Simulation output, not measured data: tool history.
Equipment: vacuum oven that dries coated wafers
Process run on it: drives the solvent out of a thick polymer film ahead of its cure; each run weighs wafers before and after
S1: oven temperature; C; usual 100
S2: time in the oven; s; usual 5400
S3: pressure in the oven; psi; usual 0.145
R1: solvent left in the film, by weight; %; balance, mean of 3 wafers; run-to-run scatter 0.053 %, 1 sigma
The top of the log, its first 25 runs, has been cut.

run	hour	S1	S2	S3	R1
26	342.1	86	9240	0.090	3.92
27	351.4	86	3540	0.088	9.52
28	359.4	87	9420	0.088	3.35
29	368.8	93	5400	0.102	4.11
30	379.1	93	5340	0.102	4.15
31	386.9	111	5880	0.145	0.39
32	398.1	111	7260	0.145	0.40
33	413.0	111	7260	0.145	0.33
34	427.7	110	3120	0.286	1.88
35	443.7	110	3120	0.286	1.85
36	461.4	93	4680	0.110	5.06
37	477.0	93	4680	0.110	5.02
38	489.4	100	7080	0.215	1.47

3 ways to go on from here, each from the tool as it stands after run 38. What would each give?
A	499.8	104	4080	0.307	?
B	499.8	109	4440	0.541	?
C	499.8	89	5400	0.145	?

run	R1
A	2.43
B	1.76
C	6.00
Without the tool's unlogged condition, the same runs would have read:
run	R1
A	2.26
B	1.65
C	5.72
